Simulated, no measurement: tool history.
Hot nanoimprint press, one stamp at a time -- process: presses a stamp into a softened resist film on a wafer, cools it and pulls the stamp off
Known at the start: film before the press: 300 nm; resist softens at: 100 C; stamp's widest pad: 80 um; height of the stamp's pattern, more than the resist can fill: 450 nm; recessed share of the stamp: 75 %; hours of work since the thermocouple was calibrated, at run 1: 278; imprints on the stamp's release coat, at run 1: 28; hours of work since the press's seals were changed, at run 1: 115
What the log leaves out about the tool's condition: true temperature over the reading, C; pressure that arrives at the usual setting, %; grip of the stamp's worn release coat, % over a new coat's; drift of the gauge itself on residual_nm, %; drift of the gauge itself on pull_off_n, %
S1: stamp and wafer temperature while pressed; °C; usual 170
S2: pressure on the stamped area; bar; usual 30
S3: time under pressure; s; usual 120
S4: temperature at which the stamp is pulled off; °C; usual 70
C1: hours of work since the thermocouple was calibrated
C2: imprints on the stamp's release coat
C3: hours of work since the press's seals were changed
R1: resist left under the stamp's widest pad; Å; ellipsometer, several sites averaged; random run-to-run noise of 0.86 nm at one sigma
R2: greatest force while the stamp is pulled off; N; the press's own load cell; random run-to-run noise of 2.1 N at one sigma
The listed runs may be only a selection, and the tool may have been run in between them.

run   hour   S1    S2   S3  S4   C1   C2   C3    R1   R2
  1      0  170    30  120  70  278   28  115  1204  136
  2    7.5  170    30  120  70  282   46  119  1207  131
  3   15.9  170    30  120  70  287   65  124  1211  135
  4   27.1  170    30  120  70  293   91  131  1191  132
  5   34.1  170    30  120  70  297  108  135  1207  133
  6   42.3  170    30  120  70  302  127  139  1224  135
  7   49.6  170    30  120  70  306  144  143  1216  134
  8   62.5  170    30  120  70  313  174  151  1202  133
  9   69.1  170    30   98  70  317  189  155  1318  130
 10   80.9  170  44.7  120  70  324  217  161  1015  132
 11   92.6  170  31.1  120  70  331  244  168  1193  129
 12   99.8  170  31.1  120  70  335  261  172  1180  136
 13  109.3  170    30   81  70  340  283  177  1415  132
 14  117.2  170    30  143  70  345  301  182  1126  137
 15  128.4  170    30  120  63  351  327  188  1218  141
 16  139.6  170    30  229  61  358  353  195   915  146
 17  146.1  170    30  120  77  361  368  199  1213  127
 18  152.1  158  28.4  124  66  365  382  202  2058  135
 19  159.1  177  18.8   71  61  369  399  206  1334  141
 20  169.4  161  22.9   82  73  375  422  212  2214  134
 21  179.2  170  20.1  120  70  380  445  217  1434  131
 22  191.1  170  20.1  120  70  387  473  224  1414  134
 23  199.4  160  45.3  165  65  392  492  229  1479  138
 24  209.6  160  45.3  165  65  398  516  235  1493  142
 25  215.9  162  38.6  227  70  401  531  238  1261  135
 26  223.5  162  38.6  227  70  405  549  243  1256  135

Forecast each of these 3 alternatives for the next run:
  A  235.8  170    30  114  61  412  577  250   ?   ?
  B  235.8  170  45.7   96  78  412  577  250   ?   ?
  C  235.8  170    30  114  62  412  577  250   ?   ?

run    R1   R2
  A  1222  144
  B  1106  126
  C  1240  145
Take away the tool's hidden state, keep each run's random variation, and the runs would have read:
run    R1   R2
  A  1229  143
  B  1112  124
  C  1247  144

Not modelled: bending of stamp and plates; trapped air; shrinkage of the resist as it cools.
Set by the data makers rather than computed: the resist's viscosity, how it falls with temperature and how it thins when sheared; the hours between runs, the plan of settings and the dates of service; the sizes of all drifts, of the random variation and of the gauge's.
